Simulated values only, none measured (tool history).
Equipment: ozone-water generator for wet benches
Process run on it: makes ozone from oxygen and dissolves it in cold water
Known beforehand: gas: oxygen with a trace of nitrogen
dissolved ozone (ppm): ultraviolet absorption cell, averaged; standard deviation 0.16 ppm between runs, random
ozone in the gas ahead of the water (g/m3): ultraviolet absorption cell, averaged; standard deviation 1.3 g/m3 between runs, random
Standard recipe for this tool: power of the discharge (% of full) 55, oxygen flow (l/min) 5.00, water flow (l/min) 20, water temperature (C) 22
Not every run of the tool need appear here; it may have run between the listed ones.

| run | hour | power of the discharge (% of full) | oxygen flow (l/min) | water flow (l/min) | water temperature (C) | dissolved ozone (ppm) | ozone in the gas ahead of the water (g/m3) |
|---|---|---|---|---|---|---|---|
| 1 | 0.0 | 55 | 5.00 | 20 | 22 | 25.4 | 238.9 |
| 2 | 29.5 | 55 | 5.00 | 20 | 22 | 25.2 | 235.9 |
| 3 | 69.7 | 55 | 5.00 | 20 | 22 | 25.4 | 236.0 |
| 4 | 105.0 | 55 | 5.00 | 22 | 22 | 23.3 | 238.4 |
| 5 | 133.8 | 55 | 5.00 | 22 | 22 | 23.3 | 237.0 |
| 6 | 175.1 | 55 | 5.00 | 22 | 22 | 23.4 | 236.4 |
| 7 | 196.6 | 55 | 5.00 | 22 | 22 | 23.3 | 237.7 |
| 8 | 230.9 | 55 | 5.00 | 22 | 22 | 23.4 | 235.3 |
| 9 | 267.8 | 55 | 5.00 | 22 | 22 | 23.3 | 239.6 |
| 10 | 288.5 | 55 | 5.00 | 22 | 22 | 23.4 | 232.9 |
| 11 | 327.2 | 55 | 5.00 | 22 | 22 | 23.1 | 237.5 |
| 12 | 353.1 | 55 | 5.00 | 12 | 22 | 36.2 | 237.4 |
| 13 | 390.1 | 55 | 5.00 | 28 | 22 | 18.6 | 236.9 |
| 14 | 414.9 | 55 | 5.00 | 28 | 22 | 18.7 | 236.5 |
| 15 | 433.4 | 55 | 5.00 | 28 | 22 | 18.9 | 233.9 |
| 16 | 463.7 | 55 | 5.00 | 28 | 22 | 18.9 | 237.3 |
| 17 | 496.1 | 55 | 4.17 | 20 | 20 | 25.6 | 255.9 |
| 18 | 517.4 | 65 | 4.08 | 20 | 15 | 29.2 | 280.5 |
| 19 | 542.9 | 55 | 3.17 | 20 | 25 | 22.8 | 288.8 |

Predict the results of run 20:
| 20 | 565.7 | 66 | 3.37 | 25 | 20 | ? | ? |

{"run 20": {"dissolved ozone (ppm)": 21.4, "ozone in the gas ahead of the water (g/m3)": 312.0}}
If the tool had no hidden condition, the same run with the same run-to-run variation would have returned dissolved ozone (ppm) 21.5, ozone in the gas ahead of the water (g/m3) 312.1.

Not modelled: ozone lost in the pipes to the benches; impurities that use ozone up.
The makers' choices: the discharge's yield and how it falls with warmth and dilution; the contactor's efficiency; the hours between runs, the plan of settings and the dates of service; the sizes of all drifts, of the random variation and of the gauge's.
